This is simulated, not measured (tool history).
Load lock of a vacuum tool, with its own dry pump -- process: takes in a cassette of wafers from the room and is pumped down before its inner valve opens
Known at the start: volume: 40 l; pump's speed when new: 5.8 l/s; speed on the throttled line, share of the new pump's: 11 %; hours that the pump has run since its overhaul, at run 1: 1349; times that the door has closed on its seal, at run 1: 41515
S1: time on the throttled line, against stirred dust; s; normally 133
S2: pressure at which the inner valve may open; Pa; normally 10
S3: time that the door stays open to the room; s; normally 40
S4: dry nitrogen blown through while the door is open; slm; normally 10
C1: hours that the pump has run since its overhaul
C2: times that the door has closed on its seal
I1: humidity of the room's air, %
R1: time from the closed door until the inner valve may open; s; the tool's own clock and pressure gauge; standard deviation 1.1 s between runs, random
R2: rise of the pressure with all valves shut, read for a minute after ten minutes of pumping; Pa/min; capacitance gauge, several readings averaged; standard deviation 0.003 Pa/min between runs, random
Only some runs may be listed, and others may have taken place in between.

run	day	S1	S2	S3	S4	C1	C2	I1	R1	R2
1	0.000	133	10	40	10	1349	41515	45.0	181.4	0.039
2	7.729	133	10	40	10	1535	42340	44.1	184.4	0.048
3	11.467	133	10	40	10	1624	42739	45.5	183.0	0.040
4	18.467	133	10	40	10	1792	43486	46.4	181.5	0.042
5	22.958	133	10	40	10	1900	43966	48.1	182.1	0.043
6	27.633	133	10	40	6	2012	44465	45.3	180.5	0.048
7	32.075	265	10	40	6	2119	44939	48.7	298.0	0.047
8	35.617	239	10	49	6	2204	45317	45.0	276.6	0.052
9	40.817	125	13	43	5	2329	45873	49.3	173.8	0.058
10	44.221	145	10	40	9	2410	46236	44.5	194.2	0.044
11	51.900	145	10	40	9	2595	47056	45.6	193.0	0.038
12	57.233	145	10	40	9	2723	47626	44.1	192.9	0.042

Each row is a separate what-if for the run after 12, all from the same tool condition, not one after another. Results?
A	63.862	194	8	40	29	2882	48333	47.2	?	?
B	63.862	145	10	40	22	2882	48333	48.1	?	?
C	63.862	145	10	25	8	2882	48333	46.2	?	?
D	63.862	162	7	40	9	2882	48333	45.4	?	?
E	63.862	145	10	40	5	2882	48333	44.5	?	?

run	R1	R2
A	237.2	0.026
B	192.7	0.032
C	192.9	0.040
D	209.3	0.037
E	191.1	0.049
What these runs would have given with no unlogged condition in the tool:
run	R1	R2
A	237.1	0.025
B	192.7	0.031
C	192.9	0.039
D	209.3	0.036
E	191.1	0.048

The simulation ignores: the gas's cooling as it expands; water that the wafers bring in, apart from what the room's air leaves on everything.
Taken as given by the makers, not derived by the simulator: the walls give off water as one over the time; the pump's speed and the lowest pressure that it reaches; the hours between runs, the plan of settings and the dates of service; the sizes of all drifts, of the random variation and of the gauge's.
